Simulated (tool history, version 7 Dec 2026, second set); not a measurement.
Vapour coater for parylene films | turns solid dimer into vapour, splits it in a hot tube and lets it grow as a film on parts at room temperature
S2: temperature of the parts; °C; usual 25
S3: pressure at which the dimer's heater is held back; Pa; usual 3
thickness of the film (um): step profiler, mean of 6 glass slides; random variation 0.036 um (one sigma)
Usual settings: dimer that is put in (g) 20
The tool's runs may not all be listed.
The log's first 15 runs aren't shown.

run 16 hour=173.5 | dimer_that_is_put_in_(g)=20 S2=25 S3=3 | thickness_of_the_film_(um)=3.76
run 17 hour=182.7 | dimer_that_is_put_in_(g)=20 S2=25 S3=3 | thickness_of_the_film_(um)=3.75
run 18 hour=192.7 | dimer_that_is_put_in_(g)=20 S2=25 S3=3 | thickness_of_the_film_(um)=3.73
run 19 hour=199.7 | dimer_that_is_put_in_(g)=20 S2=25 S3=11.44 | thickness_of_the_film_(um)=2.78
run 20 hour=216.6 | dimer_that_is_put_in_(g)=20 S2=25 S3=11.44 | thickness_of_the_film_(um)=2.85
run 21 hour=225.5 | dimer_that_is_put_in_(g)=20 S2=25 S3=11.44 | thickness_of_the_film_(um)=2.88
run 22 hour=236.2 | dimer_that_is_put_in_(g)=20 S2=25 S3=11.44 | thickness_of_the_film_(um)=2.88
run 23 hour=243.5 | dimer_that_is_put_in_(g)=20 S2=25 S3=11.44 | thickness_of_the_film_(um)=2.87
run 24 hour=253 | dimer_that_is_put_in_(g)=15 S2=29 S3=11.48 | thickness_of_the_film_(um)=1.83
run 25 hour=269.8 | dimer_that_is_put_in_(g)=14 S2=19 S3=3.56 | thickness_of_the_film_(um)=3.17
run 26 hour=278 | dimer_that_is_put_in_(g)=14 S2=19 S3=3.56 | thickness_of_the_film_(um)=3.16
run 27 hour=290.1 | dimer_that_is_put_in_(g)=14 S2=25 S3=4.89 | thickness_of_the_film_(um)=2.38
run 28 hour=306.1 | dimer_that_is_put_in_(g)=9 S2=34 S3=4.89 | thickness_of_the_film_(um)=1.09
run 29 hour=320.4 | dimer_that_is_put_in_(g)=16 S2=22 S3=4.89 | thickness_of_the_film_(um)=3.01
run 30 hour=327.7 | dimer_that_is_put_in_(g)=12 S2=31 S3=2.28 | thickness_of_the_film_(um)=1.92
run 31 hour=336.2 | dimer_that_is_put_in_(g)=12 S2=31 S3=2.28 | thickness_of_the_film_(um)=1.94
run 32 hour=347.2 | dimer_that_is_put_in_(g)=20 S2=25 S3=2.43 | thickness_of_the_film_(um)=3.94
run 33 hour=357.6 | dimer_that_is_put_in_(g)=20 S2=25 S3=2.26 | thickness_of_the_film_(um)=3.91
run 34 hour=368 | dimer_that_is_put_in_(g)=23 S2=32 S3=5.83 | thickness_of_the_film_(um)=2.9
run 35 hour=380.5 | dimer_that_is_put_in_(g)=13 S2=22 S3=4.43 | thickness_of_the_film_(um)=2.51
run 36 hour=388.7 | dimer_that_is_put_in_(g)=25 S2=32 S3=2.85 | thickness_of_the_film_(um)=3.73
run 37 hour=401.5 | dimer_that_is_put_in_(g)=15 S2=25 S3=7.75 | thickness_of_the_film_(um)=2.29
run 38 hour=415.8 | dimer_that_is_put_in_(g)=20 S2=17 S3=2.56 | thickness_of_the_film_(um)=5.14

The next listed run, before its measurement:
run 39 hour=431.5 | dimer_that_is_put_in_(g)=33 S2=29 S3=5.25 | thickness_of_the_film_(um)=?

{"run 39": {"thickness of the film (um)": 4.8}}
Without the tool's hidden state the same run would have given thickness of the film (um) 4.81.

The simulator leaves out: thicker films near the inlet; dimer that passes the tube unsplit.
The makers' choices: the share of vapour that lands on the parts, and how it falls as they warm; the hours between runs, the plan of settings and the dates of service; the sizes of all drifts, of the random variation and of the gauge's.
